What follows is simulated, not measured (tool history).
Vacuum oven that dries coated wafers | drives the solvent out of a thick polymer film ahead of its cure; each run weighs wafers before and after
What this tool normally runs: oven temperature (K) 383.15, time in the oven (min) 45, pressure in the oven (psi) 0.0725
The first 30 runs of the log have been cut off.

run	hour	oven temperature (K)	time in the oven (min)	pressure in the oven (psi)	hours of work since the thermocouples were calibrated	hours of work since the vacuum gauge was cleaned of residue	solvent left in the film (%)
31	590.5	380.15	43	0.0651	1161	780	3.1
32	605.3	372.15	26	0.0564	1172	790	7.28
33	635.8	372.15	26	0.0564	1194	812	7.25
34	660.8	374.15	80	0.1445	1212	830	2.41
35	688.2	383.15	45	0.2647	1231	850	2.77
36	717.5	383.15	45	0.2647	1252	871	2.72
37	746.9	395.15	23	0.0725	1274	892	2.12
38	762.6	383.15	63	0.0725	1285	903	1.21
39	778.2	378.15	45	0.0725	1296	915	3.52
40	798.2	383.15	80	0.1024	1310	929	0.85
41	818.7	395.15	64	0.0451	1325	944	0.17
42	831.9	394.15	64	0.0451	1335	953	0.16
43	852.4	394.15	64	0.0451	1349	968	0.21
44	880.6	394.15	64	0.0451	1370	988	0.17
45	900.4	394.15	64	0.0451	1384	1002	0.16
46	927.2	383.15	60	0.0451	1403	1022	1.3
# hour 941.3: oven's thermocouples calibrated
47	956.9	383.15	81	0.0705	11	1041	0.66
48	978.9	381.15	81	0.0705	27	1057	0.91

Predict each of these 3 candidate next runs independently; none follows another, all start after run 48:
A	1008.6	393.15	81	0.0761	48	1079	?
B	1008.6	381.15	27	0.0705	48	1079	?
C	1008.6	383.15	45	0.1423	48	1079	?

run	solvent left in the film (%)
A	0.19
B	4.85
C	2.42
With no hidden state in the tool, these same runs would have given:
run	solvent left in the film (%)
A	0.19
B	4.85
C	2.42
